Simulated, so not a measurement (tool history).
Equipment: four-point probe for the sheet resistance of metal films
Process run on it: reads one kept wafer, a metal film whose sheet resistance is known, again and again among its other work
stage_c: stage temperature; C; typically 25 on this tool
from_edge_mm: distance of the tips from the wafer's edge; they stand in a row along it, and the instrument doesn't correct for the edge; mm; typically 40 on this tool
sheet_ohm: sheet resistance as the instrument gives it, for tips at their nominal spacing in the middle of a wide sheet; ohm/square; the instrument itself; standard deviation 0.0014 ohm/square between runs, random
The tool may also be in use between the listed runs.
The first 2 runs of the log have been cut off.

run	hour	stage_c	from_edge_mm	touches since the probe head was changed	hours of work since the stage's thermometer was calibrated	sheet_ohm
3	187.2	25	40	11586	1428	7.249903
4	241.4	25	40	12750	1467	7.250747
5	358.6	25	40	15267	1551	7.251086
6	460.0	25	40	17447	1624	7.253251
7	548.1	29	40	19339	1687	7.252571
8	617.4	26	40	20827	1737	7.256361
9	712.9	25	46	22879	1805	7.257721
10	833.9	25	40	25478	1892	7.257753
11	954.8	25	40	28075	1979	7.257665
12	1064.2	25	40	30426	2057	7.259933
13	1194.8	25	40	33231	2151	7.262995
14	1259.4	25	40	34620	2197	7.265220
15	1332.1	25	40	36180	2249	7.263021
# hour 1340.8: stage's thermometer calibrated
16	1399.7	25	40	37623	42	7.265187
17	1482.1	24	40	39392	101	7.271562
18	1610.9	24	40	42159	194	7.269976
19	1704.0	24	40	44158	260	7.272021
20	1802.7	24	40	46281	331	7.270479
# hour 1881.0: stage's thermometer calibrated, once more
21	1913.3	24	40	48644	23	7.258115
22	1990.1	19	40	50295	78	7.256525

Run 23 is up next; what results do you expect?
23	2069.5	19	32	52001	135	?

Logged for run 23: sheet_ohm 7.261651 ohm/square.
With no hidden state in the tool, this same run would have given sheet_ohm 7.248737 ohm/square.

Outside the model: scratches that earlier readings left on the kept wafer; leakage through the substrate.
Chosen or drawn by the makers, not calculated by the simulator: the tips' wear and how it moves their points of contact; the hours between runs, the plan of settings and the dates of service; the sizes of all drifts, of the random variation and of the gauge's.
